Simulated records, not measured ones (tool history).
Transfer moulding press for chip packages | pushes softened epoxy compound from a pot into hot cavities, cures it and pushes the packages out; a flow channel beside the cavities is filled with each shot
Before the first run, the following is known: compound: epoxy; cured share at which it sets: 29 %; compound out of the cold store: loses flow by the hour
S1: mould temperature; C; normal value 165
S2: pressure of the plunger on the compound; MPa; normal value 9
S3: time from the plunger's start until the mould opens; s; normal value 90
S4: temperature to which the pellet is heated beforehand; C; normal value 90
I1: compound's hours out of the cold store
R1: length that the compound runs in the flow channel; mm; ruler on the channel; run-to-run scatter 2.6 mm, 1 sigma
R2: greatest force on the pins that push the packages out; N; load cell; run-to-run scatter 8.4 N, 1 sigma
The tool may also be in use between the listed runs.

run 1 hour=0 | S1=165 S2=9 S3=90 S4=90 | I1=44.5 | R1=634 R2=357
run 2 hour=8 | S1=165 S2=9 S3=90 S4=90 | I1=38.4 | R1=657 R2=361
run 3 hour=21.1 | S1=165 S2=9 S3=90 S4=90 | I1=12.4 | R1=759 R2=395
run 4 hour=40.7 | S1=165 S2=9 S3=90 S4=90 | I1=12.8 | R1=760 R2=389
-- hour=50.7 cavities cleaned with cleaning compound and waxed
run 5 hour=60.6 | S1=165 S2=9 S3=90 S4=92 | I1=25 | R1=710 R2=376
run 6 hour=79.3 | S1=165 S2=9 S3=90 S4=92 | I1=19.3 | R1=730 R2=386
run 7 hour=89 | S1=165 S2=9 S3=90 S4=92 | I1=23.1 | R1=719 R2=377
run 8 hour=99.8 | S1=165 S2=9 S3=90 S4=92 | I1=19.1 | R1=725 R2=374
run 9 hour=113.7 | S1=165 S2=9 S3=90 S4=92 | I1=28.2 | R1=696 R2=364
run 10 hour=127.9 | S1=165 S2=9 S3=90 S4=100 | I1=47.1 | R1=622 R2=341
-- hour=131.3 cavities cleaned with cleaning compound and waxed
run 11 hour=147.1 | S1=165 S2=9 S3=90 S4=100 | I1=45 | R1=628 R2=348
run 12 hour=158.1 | S1=165 S2=9 S3=90 S4=83 | I1=41.1 | R1=656 R2=374
run 13 hour=173.2 | S1=165 S2=9 S3=90 S4=83 | I1=39.9 | R1=656 R2=367
-- hour=189.2 plunger's sealing rings changed
run 14 hour=189.7 | S1=165 S2=9 S3=90 S4=83 | I1=16.8 | R1=748 R2=404
run 15 hour=204.4 | S1=165 S2=9 S3=95 S4=83 | I1=32.5 | R1=683 R2=341
-- hour=214.5 cavities cleaned with cleaning compound and waxed
run 16 hour=216.7 | S1=165 S2=9 S3=95 S4=83 | I1=35.2 | R1=672 R2=340
run 17 hour=226 | S1=165 S2=9 S3=95 S4=83 | I1=28.7 | R1=698 R2=346
run 18 hour=243.4 | S1=164 S2=9 S3=80 S4=96 | I1=47.9 | R1=628 R2=469
run 19 hour=261 | S1=164 S2=9 S3=80 S4=96 | I1=29.6 | R1=694 R2=522

Expected results for the next run?
run 20 hour=274.6 | S1=164 S2=10.88 S3=84 S4=93 | I1=26.3 | R1=? R2=?

{"run 20": {"R1": 775, "R2": 473}}
Had the tool carried no hidden state, the very same run would have given R1 775 mm, R2 469 N.

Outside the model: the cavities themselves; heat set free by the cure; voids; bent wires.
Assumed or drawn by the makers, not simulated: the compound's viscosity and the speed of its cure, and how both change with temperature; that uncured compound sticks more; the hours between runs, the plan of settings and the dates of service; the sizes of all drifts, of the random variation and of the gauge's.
